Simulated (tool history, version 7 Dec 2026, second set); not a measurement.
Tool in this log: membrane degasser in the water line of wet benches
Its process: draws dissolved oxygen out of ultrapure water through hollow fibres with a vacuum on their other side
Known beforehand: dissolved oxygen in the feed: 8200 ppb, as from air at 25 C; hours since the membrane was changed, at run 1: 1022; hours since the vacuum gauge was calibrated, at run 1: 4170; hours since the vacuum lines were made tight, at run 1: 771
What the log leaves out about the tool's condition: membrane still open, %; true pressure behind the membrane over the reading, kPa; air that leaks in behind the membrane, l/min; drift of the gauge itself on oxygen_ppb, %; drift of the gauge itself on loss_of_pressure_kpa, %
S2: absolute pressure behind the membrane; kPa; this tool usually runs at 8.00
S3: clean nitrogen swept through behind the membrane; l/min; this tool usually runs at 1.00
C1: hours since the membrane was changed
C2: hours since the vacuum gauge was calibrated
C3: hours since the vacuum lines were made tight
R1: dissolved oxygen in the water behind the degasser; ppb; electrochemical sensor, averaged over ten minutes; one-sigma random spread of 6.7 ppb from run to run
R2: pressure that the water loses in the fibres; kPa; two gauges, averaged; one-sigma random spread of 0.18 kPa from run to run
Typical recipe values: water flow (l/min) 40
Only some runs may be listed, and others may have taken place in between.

run 1 hour=0.0 | water_flow_(l/min)=40 S2=8.00 S3=1.00 | C1=1022 C2=4170 C3=771 | R1=675.2 R2=32.79
run 2 hour=28.0 | water_flow_(l/min)=40 S2=8.89 S3=1.00 | C1=1050 C2=4198 C3=799 | R1=720.9 R2=32.68
run 3 hour=71.5 | water_flow_(l/min)=40 S2=8.00 S3=1.51 | C1=1094 C2=4242 C3=842 | R1=572.2 R2=33.48
run 4 hour=104.1 | water_flow_(l/min)=40 S2=8.00 S3=1.51 | C1=1126 C2=4274 C3=875 | R1=575.1 R2=32.89
run 5 hour=124.1 | water_flow_(l/min)=40 S2=8.00 S3=1.51 | C1=1146 C2=4294 C3=895 | R1=570.2 R2=33.22
run 6 hour=167.3 | water_flow_(l/min)=40 S2=8.00 S3=1.00 | C1=1190 C2=4338 C3=938 | R1=677.7 R2=33.11
run 7 hour=212.2 | water_flow_(l/min)=40 S2=6.04 S3=0.50 | C1=1235 C2=4383 C3=983 | R1=658.4 R2=32.60
run 8 hour=237.7 | water_flow_(l/min)=32 S2=5.30 S3=0.64 | C1=1260 C2=4408 C3=1009 | R1=376.2 R2=26.52
run 9 hour=260.7 | water_flow_(l/min)=32 S2=5.30 S3=2.69 | C1=1283 C2=4431 C3=1032 | R1=241.3 R2=26.48
run 10 hour=281.2 | water_flow_(l/min)=32 S2=5.30 S3=2.69 | C1=1304 C2=4452 C3=1052 | R1=240.1 R2=26.45
run 11 hour=313.0 | water_flow_(l/min)=32 S2=5.30 S3=2.69 | C1=1335 C2=4483 C3=1084 | R1=238.7 R2=26.34

Alternative continuations, all from the tool just after run 11; predict every row:
run A hour=337.0 | water_flow_(l/min)=60 S2=5.30 S3=1.37 | C1=1359 C2=4507 C3=1108 | R1=? R2=?
run B hour=337.0 | water_flow_(l/min)=29 S2=6.04 S3=2.10 | C1=1359 C2=4507 C3=1108 | R1=? R2=?
run C hour=337.0 | water_flow_(l/min)=40 S2=8.00 S3=1.67 | C1=1359 C2=4507 C3=1108 | R1=? R2=?

run=A R1=938.1 R2=49.55
run=B R1=223.9 R2=24.15
run=C R1=554.7 R2=33.12
Stripped of hidden state, with their random variation kept, the same runs would have yielded:
run=A R1=937.4 R2=49.54
run=B R1=223.7 R2=24.15
run=C R1=554.2 R2=33.11

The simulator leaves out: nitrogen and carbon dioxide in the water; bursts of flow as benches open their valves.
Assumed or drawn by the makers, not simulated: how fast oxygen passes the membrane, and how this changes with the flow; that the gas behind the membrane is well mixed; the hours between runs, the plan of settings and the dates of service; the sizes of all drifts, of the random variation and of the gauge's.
